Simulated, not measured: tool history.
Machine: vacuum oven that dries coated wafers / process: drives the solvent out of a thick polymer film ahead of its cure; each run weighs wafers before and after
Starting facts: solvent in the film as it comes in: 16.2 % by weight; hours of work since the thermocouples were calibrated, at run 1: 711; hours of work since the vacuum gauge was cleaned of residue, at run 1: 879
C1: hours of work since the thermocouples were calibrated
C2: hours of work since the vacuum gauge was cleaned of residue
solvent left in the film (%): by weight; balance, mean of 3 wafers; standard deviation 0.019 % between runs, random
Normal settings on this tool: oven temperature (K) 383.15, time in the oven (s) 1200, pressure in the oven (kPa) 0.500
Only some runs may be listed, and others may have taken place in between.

Run 1, hour 0.0: usual settings; C1 711; C2 879. Result: solvent left in the film (%) 0.89.
Run 2, hour 25.2: usual settings; C1 725; C2 893. Result: solvent left in the film (%) 0.89.
Run 3, hour 59.3: usual settings; C1 744; C2 912. Result: solvent left in the film (%) 0.91.
Run 4, hour 85.0: usual settings; C1 758; C2 926. Result: solvent left in the film (%) 0.88.
Run 5, hour 120.5: usual settings but oven temperature (K) 377.15; C1 778; C2 946. Result: solvent left in the film (%) 1.88.
Run 6, hour 157.7: usual settings but oven temperature (K) 377.15; C1 799; C2 967. Result: solvent left in the film (%) 1.81.
Run 7, hour 202.2: usual settings; C1 824; C2 992. Result: solvent left in the film (%) 0.94.
Run 8, hour 236.5: usual settings; C1 843; C2 1011. Result: solvent left in the film (%) 0.89.
Run 9, hour 267.1: usual settings but oven temperature (K) 391.15; C1 860; C2 1028. Result: solvent left in the film (%) 0.33.
Run 10, hour 302.6: usual settings but oven temperature (K) 391.15; C1 880; C2 1048. Result: solvent left in the film (%) 0.33.
Run 11, hour 337.7: usual settings but oven temperature (K) 395.15; C1 900; C2 1068. Result: solvent left in the film (%) 0.26.
Run 12, hour 367.3: usual settings but oven temperature (K) 397.15, time in the oven (s) 1680, pressure in the oven (kPa) 1.292; C1 916; C2 1085. Result: solvent left in the film (%) 0.47.
Run 13, hour 411.5: usual settings but oven temperature (K) 397.15, time in the oven (s) 1680, pressure in the oven (kPa) 1.292; C1 941; C2 1109. Result: solvent left in the film (%) 0.48.
Run 14, hour 454.3: usual settings but time in the oven (s) 1500; C1 965; C2 1133. Result: solvent left in the film (%) 0.60.
Run 15, hour 477.1: usual settings but time in the oven (s) 1500; C1 978; C2 1146. Result: solvent left in the film (%) 0.57.
Run 16, hour 520.0: usual settings but oven temperature (K) 370.15, time in the oven (s) 1500; C1 1002; C2 1170. Result: solvent left in the film (%) 2.65.
Run 17, hour 560.7: usual settings but oven temperature (K) 370.15, time in the oven (s) 1500; C1 1025; C2 1193. Result: solvent left in the film (%) 2.69.
Run 18, hour 598.1: usual settings but oven temperature (K) 370.15, time in the oven (s) 1500; C1 1046; C2 1214. Result: solvent left in the film (%) 2.67.
Run 19, hour 640.2: usual settings but oven temperature (K) 393.15, time in the oven (s) 600, pressure in the oven (kPa) 0.774; C1 1069; C2 1237. Result: solvent left in the film (%) 1.21.
Run 20, hour 669.3: usual settings but oven temperature (K) 393.15, time in the oven (s) 600, pressure in the oven (kPa) 0.774; C1 1085; C2 1254. Result: solvent left in the film (%) 1.19.
Run 21, hour 712.6: usual settings but time in the oven (s) 660, pressure in the oven (kPa) 1.883; C1 1110; C2 1278. Result: solvent left in the film (%) 3.34.

Each row is a separate what-if for the run after 21, all from the same tool condition, not one after another. Results?
Run A, hour 742.1: usual settings but oven temperature (K) 396.15; C1 1126; C2 1294. Result: solvent left in the film (%) ?.
Run B, hour 742.1: usual settings but time in the oven (s) 720, pressure in the oven (kPa) 0.698; C1 1126; C2 1294. Result: solvent left in the film (%) ?.
Run C, hour 742.1: usual settings but oven temperature (K) 391.15, time in the oven (s) 1500, pressure in the oven (kPa) 0.541; C1 1126; C2 1294. Result: solvent left in the film (%) ?.
Run D, hour 742.1: usual settings but oven temperature (K) 393.15; C1 1126; C2 1294. Result: solvent left in the film (%) ?.
Run E, hour 742.1: usual settings but oven temperature (K) 385.15, time in the oven (s) 720; C1 1126; C2 1294. Result: solvent left in the film (%) ?.

run  solvent left in the film (%)
  A                          0.24
  B                          2.43
  C                          0.26
  D                          0.27
  E                          1.90
Stripped of hidden state, with their random variation kept, the same runs would have yielded:
run  solvent left in the film (%)
  A                          0.23
  B                          2.41
  C                          0.26
  D                          0.27
  E                          1.89

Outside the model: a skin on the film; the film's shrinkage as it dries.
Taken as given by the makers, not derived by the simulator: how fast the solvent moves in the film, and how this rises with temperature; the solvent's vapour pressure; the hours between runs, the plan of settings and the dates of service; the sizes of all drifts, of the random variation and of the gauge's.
